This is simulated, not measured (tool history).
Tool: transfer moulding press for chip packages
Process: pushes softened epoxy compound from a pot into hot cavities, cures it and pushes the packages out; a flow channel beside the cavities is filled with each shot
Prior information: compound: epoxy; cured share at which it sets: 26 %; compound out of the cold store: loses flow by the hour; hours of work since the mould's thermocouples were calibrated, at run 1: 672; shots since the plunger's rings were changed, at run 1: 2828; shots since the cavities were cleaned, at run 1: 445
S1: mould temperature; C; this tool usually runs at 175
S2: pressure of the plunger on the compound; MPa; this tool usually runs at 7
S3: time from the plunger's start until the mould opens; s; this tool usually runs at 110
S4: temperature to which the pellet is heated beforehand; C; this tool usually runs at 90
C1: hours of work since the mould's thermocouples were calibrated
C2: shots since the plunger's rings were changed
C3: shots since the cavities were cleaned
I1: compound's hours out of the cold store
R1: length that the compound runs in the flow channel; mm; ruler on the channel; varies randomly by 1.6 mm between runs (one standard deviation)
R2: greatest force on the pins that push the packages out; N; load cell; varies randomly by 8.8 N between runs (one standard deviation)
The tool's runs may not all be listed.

{"run": 1, "hour": 0.0, "S1": 175, "S2": 7, "S3": 110, "S4": 90, "C1": 672, "C2": 2828, "C3": 445, "I1": 32, "R1": 691, "R2": 668}
{"run": 2, "hour": 21.9, "S1": 175, "S2": 7, "S3": 110, "S4": 90, "C1": 686, "C2": 3050, "C3": 667, "I1": 40, "R1": 657, "R2": 704}
{"hour": 30.2, "done": "mould's thermocouples calibrated"}
{"run": 3, "hour": 40.5, "S1": 175, "S2": 7, "S3": 110, "S4": 90, "C1": 7, "C2": 3217, "C3": 834, "I1": 14, "R1": 768, "R2": 770}
{"hour": 46.9, "done": "cavities cleaned with cleaning compound and waxed"}
{"run": 4, "hour": 66.6, "S1": 175, "S2": 7, "S3": 110, "S4": 90, "C1": 22, "C2": 3467, "C3": 200, "I1": 31, "R1": 690, "R2": 542}
{"hour": 82.4, "done": "mould's thermocouples calibrated, once more"}
{"run": 5, "hour": 88.0, "S1": 175, "S2": 7, "S3": 110, "S4": 90, "C1": 4, "C2": 3663, "C3": 396, "I1": 43.6, "R1": 644, "R2": 668}
{"run": 6, "hour": 112.4, "S1": 175, "S2": 7, "S3": 110, "S4": 90, "C1": 19, "C2": 3909, "C3": 642, "I1": 22.6, "R1": 729, "R2": 766}
{"hour": 136.5, "done": "cavities cleaned with cleaning compound and waxed"}
{"run": 7, "hour": 139.1, "S1": 175, "S2": 7, "S3": 110, "S4": 90, "C1": 35, "C2": 4165, "C3": 26, "I1": 11.6, "R1": 777, "R2": 434}
{"run": 8, "hour": 153.3, "S1": 175, "S2": 5.29, "S3": 110, "S4": 90, "C1": 44, "C2": 4309, "C3": 170, "I1": 22.9, "R1": 629, "R2": 549}
{"hour": 182.8, "done": "plunger's sealing rings changed"}
{"run": 9, "hour": 182.8, "S1": 173, "S2": 7.59, "S3": 112, "S4": 88, "C1": 62, "C2": 0, "C3": 444, "I1": 47.5, "R1": 682, "R2": 734}
{"run": 10, "hour": 199.5, "S1": 173, "S2": 7.59, "S3": 112, "S4": 88, "C1": 72, "C2": 168, "C3": 612, "I1": 28, "R1": 763, "R2": 837}
{"run": 11, "hour": 221.1, "S1": 173, "S2": 5.79, "S3": 112, "S4": 85, "C1": 86, "C2": 387, "C3": 831, "I1": 41.3, "R1": 613, "R2": 848}
{"hour": 226.4, "done": "cavities cleaned with cleaning compound and waxed"}
{"run": 12, "hour": 250.0, "S1": 179, "S2": 5.79, "S3": 112, "S4": 84, "C1": 104, "C2": 664, "C3": 239, "I1": 41.5, "R1": 603, "R2": 507}
{"run": 13, "hour": 268.7, "S1": 175, "S2": 7, "S3": 110, "S4": 91, "C1": 116, "C2": 854, "C3": 429, "I1": 23.3, "R1": 745, "R2": 698}
{"run": 14, "hour": 292.3, "S1": 175, "S2": 7, "S3": 107, "S4": 91, "C1": 131, "C2": 1093, "C3": 668, "I1": 34.5, "R1": 694, "R2": 764}
{"run": 15, "hour": 311.4, "S1": 182, "S2": 7, "S3": 97, "S4": 90, "C1": 143, "C2": 1286, "C3": 861, "I1": 11.2, "R1": 787, "R2": 749}
{"hour": 315.1, "done": "cavities cleaned with cleaning compound and waxed"}
{"run": 16, "hour": 336.9, "S1": 180, "S2": 7, "S3": 148, "S4": 93, "C1": 159, "C2": 1529, "C3": 221, "I1": 14.2, "R1": 772, "R2": 460}

Here are 3 independent what-if runs from the current tool condition. What would each one return?
{"run": "A", "hour": 361.9, "S1": 175, "S2": 5.29, "S3": 110, "S4": 80, "C1": 175, "C2": 1782, "C3": 474, "I1": 46.2, "R1": "?", "R2": "?"}
{"run": "B", "hour": 361.9, "S1": 180, "S2": 7, "S3": 97, "S4": 93, "C1": 175, "C2": 1782, "C3": 474, "I1": 37.6, "R1": "?", "R2": "?"}
{"run": "C", "hour": 361.9, "S1": 180, "S2": 7, "S3": 102, "S4": 91, "C1": 175, "C2": 1782, "C3": 474, "I1": 10.9, "R1": "?", "R2": "?"}

run=A R1=559 R2=713
run=B R1=670 R2=671
run=C R1=786 R2=645
Without the tool's unlogged condition, the same runs would have read:
run=A R1=570 R2=411
run=B R1=683 R2=386
run=C R1=802 R2=369
